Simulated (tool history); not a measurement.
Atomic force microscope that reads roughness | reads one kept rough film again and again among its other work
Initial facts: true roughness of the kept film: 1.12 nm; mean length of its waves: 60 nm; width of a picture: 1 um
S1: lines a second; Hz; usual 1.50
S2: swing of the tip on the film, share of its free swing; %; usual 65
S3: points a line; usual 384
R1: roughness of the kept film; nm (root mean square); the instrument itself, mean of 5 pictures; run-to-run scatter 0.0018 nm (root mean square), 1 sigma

run	hour	S1	S2	S3	R1
1	0.0	1.50	65	384	1.080
2	23.1	1.50	65	384	1.078
3	47.5	1.50	65	384	1.077
4	65.7	1.50	65	384	1.079
5	80.6	1.50	65	291	1.079
6	97.0	1.50	65	384	1.079
7	110.8	1.50	65	384	1.076
8	138.4	1.50	65	384	1.081
9	150.9	3.54	65	384	1.041
10	179.2	0.51	65	384	1.101
11	204.4	0.51	65	384	1.102
12	231.7	1.50	65	384	1.079
13	255.8	1.50	65	384	1.077
14	278.3	1.50	65	384	1.078
15	292.0	1.50	65	292	1.079
16	320.0	1.50	65	292	1.078
17	340.6	0.52	65	292	1.094
18	354.8	0.52	65	292	1.098
19	372.8	1.50	65	384	1.078
20	396.2	1.50	65	384	1.078
21	418.4	1.50	65	384	1.080
22	446.7	1.50	65	384	1.080
23	465.6	1.50	65	384	1.078
24	477.1	1.50	65	384	1.081
25	498.4	1.50	65	384	1.077
26	518.6	1.50	65	384	1.081
27	539.8	2.89	76	384	1.000
28	558.4	1.19	67	290	1.082
29	580.5	1.50	64	384	1.083
30	594.2	1.50	66	718	1.080
31	616.6	0.89	66	502	1.094
32	645.0	0.89	66	502	1.092
33	673.6	0.77	60	384	1.095
34	692.6	0.88	84	384	1.061
35	714.3	0.84	71	282	1.081
36	728.7	1.50	56	384	1.093
37	753.9	1.50	56	384	1.092
38	781.2	1.50	56	384	1.093
39	794.0	1.50	65	357	1.078
40	815.7	1.50	65	357	1.079
41	839.9	1.02	65	384	1.091
42	861.0	1.50	72	968	1.064
43	884.9	1.50	71	384	1.063
44	906.3	1.50	71	384	1.066
45	931.8	1.50	71	271	1.067
46	955.1	1.50	76	271	1.053
47	972.3	0.50	65	384	1.105
48	990.0	3.63	79	384	0.957
49	1017.1	3.63	79	384	0.959
50	1038.0	1.25	60	384	1.090
51	1058.9	1.25	60	384	1.090

Taken out of this log: 20 entries between the listed runs. Where each belongs, and how the hidden state differs across it:
Runs 2 to 3: new tip fitted (hour 41.8)
  radius of the tip, nm: 5.5 -> 5.1
Runs 5 to 6: new tip fitted (hour 94.4)
  radius of the tip, nm: 5.5 -> 5.1
Runs 8 to 9: new tip fitted (hour 146.5)
  radius of the tip, nm: 5.7 -> 5.1
Runs 10 to 11: new tip fitted (hour 197.9)
  radius of the tip, nm: 5.5 -> 5.1
Runs 12 to 13: new tip fitted (hour 250.2)
  radius of the tip, nm: 5.5 -> 5.1
Runs 15 to 16: new tip fitted (hour 302.5)
  radius of the tip, nm: 5.6 -> 5.3; height scale over the true one, %: 0.01 -> 0.02
Runs 17 to 18: new tip fitted (hour 353.7)
  radius of the tip, nm: 5.6 -> 5.1
Runs 20 to 21: new tip fitted (hour 406.6)
  radius of the tip, nm: 5.7 -> 5.2
Runs 22 to 23: new tip fitted (hour 459.3)
  radius of the tip, nm: 5.6 -> 5.1
Runs 25 to 26: new tip fitted (hour 512.2)
  radius of the tip, nm: 5.6 -> 5.1
Runs 28 to 29: new tip fitted (hour 564.8)
  radius of the tip, nm: 5.7 -> 5.2
Runs 30 to 31: new tip fitted (hour 616.6)
  radius of the tip, nm: 5.5 -> 5
Runs 32 to 33: new tip fitted (hour 669.5)
  radius of the tip, nm: 5.5 -> 5.1
Runs 35 to 36: new tip fitted (hour 720.9)
  radius of the tip, nm: 5.7 -> 5.2
Runs 37 to 38: new tip fitted (hour 773.4)
  radius of the tip, nm: 5.6 -> 5.1
Runs 40 to 41: new tip fitted (hour 824.7)
  radius of the tip, nm: 5.6 -> 5.2
Runs 42 to 43: new tip fitted (hour 876.8)
  radius of the tip, nm: 5.6 -> 5.1
Runs 44 to 45: new tip fitted (hour 928.0)
  radius of the tip, nm: 5.5 -> 5.1
Runs 47 to 48: new tip fitted (hour 981.3)
  radius of the tip, nm: 5.7 -> 5.2
Runs 49 to 50: new tip fitted (hour 1033.7)
  radius of the tip, nm: 5.6 -> 5.1

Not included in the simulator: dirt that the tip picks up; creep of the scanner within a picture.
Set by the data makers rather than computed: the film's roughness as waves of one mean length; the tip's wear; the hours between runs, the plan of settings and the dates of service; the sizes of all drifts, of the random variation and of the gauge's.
